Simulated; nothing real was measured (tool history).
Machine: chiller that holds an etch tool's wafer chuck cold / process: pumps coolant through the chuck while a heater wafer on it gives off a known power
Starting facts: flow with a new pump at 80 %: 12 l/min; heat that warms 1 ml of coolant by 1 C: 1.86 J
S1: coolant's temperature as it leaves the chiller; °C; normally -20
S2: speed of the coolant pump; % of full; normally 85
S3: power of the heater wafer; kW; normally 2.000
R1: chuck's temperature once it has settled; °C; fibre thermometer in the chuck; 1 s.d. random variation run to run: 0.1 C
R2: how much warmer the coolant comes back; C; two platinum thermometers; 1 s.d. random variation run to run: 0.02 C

Run 1, hour 0.0: usual settings. Result: R1 -8.1 °C, R2 5.07 C.
Run 2, hour 88.1: usual settings. Result: R1 -8.0 °C, R2 5.17 C.
Run 3, hour 239.8: usual settings but S3 1.534 kW. Result: R1 -10.8 °C, R2 3.96 C.
Run 4, hour 367.8: usual settings but S3 1.534 kW. Result: R1 -10.7 °C, R2 3.97 C.
Run 5, hour 475.8: usual settings but S1 -29 °C, S3 1.534 kW. Result: R1 -19.8 °C, R2 3.95 C.
At hour 598.0: coolant pump overhauled.
Run 6, hour 619.6: usual settings but S1 -29 °C, S3 1.534 kW. Result: R1 -19.6 °C, R2 3.93 C.
Run 7, hour 775.6: usual settings but S1 -25 °C, S3 1.534 kW. Result: R1 -15.9 °C, R2 3.99 C.
Run 8, hour 854.7: usual settings but S3 1.596 kW. Result: R1 -10.5 °C, R2 4.12 C.
Run 9, hour 926.4: usual settings but S3 1.596 kW. Result: R1 -10.7 °C, R2 4.20 C.
Run 10, hour 1043.7: usual settings but S3 1.596 kW. Result: R1 -10.4 °C, R2 4.15 C.
Run 11, hour 1201.4: usual settings. Result: R1 -7.9 °C, R2 5.25 C.
Run 12, hour 1301.7: usual settings but S3 1.047 kW. Result: R1 -13.9 °C, R2 2.83 C.
Run 13, hour 1393.1: usual settings. Result: R1 -7.9 °C, R2 5.28 C.
Run 14, hour 1474.4: usual settings. Result: R1 -8.1 °C, R2 5.26 C.
Run 15, hour 1597.2: usual settings but S2 69 % of full. Result: R1 -6.4 °C, R2 6.50 C.
Run 16, hour 1758.5: usual settings but S3 1.141 kW. Result: R1 -13.4 °C, R2 3.15 C.
Run 17, hour 1914.2: usual settings but S1 -28 °C, S3 2.022 kW. Result: R1 -15.9 °C, R2 5.39 C.
Run 18, hour 2040.0: usual settings but S1 -17 °C, S2 70 % of full. Result: R1 -3.3 °C, R2 6.48 C.
Run 19, hour 2173.5: usual settings but S1 -15 °C, S2 83 % of full, S3 2.905 kW. Result: R1 2.6 °C, R2 7.84 C.
Run 20, hour 2244.0: usual settings but S1 -15 °C, S2 92 % of full, S3 1.372 kW. Result: R1 -7.2 °C, R2 3.51 C.
At hour 2285.7: chiller's thermometer calibrated.
At hour 2354.6: coolant changed, channels flushed.
Run 21, hour 2389.7: usual settings but S1 -16 °C, S2 60 % of full, S3 2.704 kW. Result: R1 4.7 °C, R2 10.12 C.
Run 22, hour 2455.5: usual settings but S1 -29 °C, S2 96 % of full, S3 1.293 kW. Result: R1 -22.0 °C, R2 3.27 C.
Run 23, hour 2521.8: usual settings but S1 -24 °C, S2 84 % of full, S3 1.293 kW. Result: R1 -16.5 °C, R2 3.67 C.
Run 24, hour 2623.2: usual settings but S1 -24 °C, S2 84 % of full, S3 1.293 kW. Result: R1 -16.3 °C, R2 3.72 C.
Run 25, hour 2736.7: usual settings but S1 -24 °C, S2 84 % of full, S3 1.293 kW. Result: R1 -16.3 °C, R2 3.69 C.
Run 26, hour 2814.0: usual settings but S1 -24 °C, S2 78 % of full, S3 1.736 kW. Result: R1 -12.9 °C, R2 5.21 C.
Run 27, hour 2916.3: usual settings but S1 -24 °C, S2 78 % of full, S3 1.736 kW. Result: R1 -12.9 °C, R2 5.24 C.
Run 28, hour 3010.8: usual settings but S2 84 % of full, S3 2.542 kW. Result: R1 -4.7 °C, R2 6.97 C.
Run 29, hour 3093.1: usual settings but S2 84 % of full, S3 2.542 kW. Result: R1 -4.8 °C, R2 7.01 C.
Run 30, hour 3218.6: usual settings but S3 1.681 kW. Result: R1 -9.9 °C, R2 4.77 C.
Run 31, hour 3289.9: usual settings but S1 -21 °C, S3 1.644 kW. Result: R1 -11.3 °C, R2 4.66 C.
At hour 3418.3: gauge calibrated.
Run 32, hour 3426.1: usual settings but S1 -13 °C, S2 79 % of full, S3 1.835 kW. Result: R1 -1.4 °C, R2 4.99 C.

What if the next run were any one of these 4? Each begins from the tool's condition after run 32:
Run A, hour 3581.1: usual settings but S3 1.559 kW. Result: R1 ?, R2 ?.
Run B, hour 3581.1: usual settings but S2 82 % of full, S3 2.444 kW. Result: R1 ?, R2 ?.
Run C, hour 3581.1: usual settings but S1 -13 °C, S2 77 % of full, S3 1.835 kW. Result: R1 ?, R2 ?.
Run D, hour 3581.1: usual settings but S1 -13 °C, S2 83 % of full, S3 1.835 kW. Result: R1 ?, R2 ?.

run     R1    R2
  A  -10.7  4.03
  B   -5.2  6.47
  C   -1.3  5.17
  D   -1.8  4.81
Take away the tool's hidden state, keep each run's random variation, and the runs would have read:
run     R1    R2
  A  -10.7  4.01
  B   -5.2  6.44
  C   -1.3  5.14
  D   -1.8  4.79
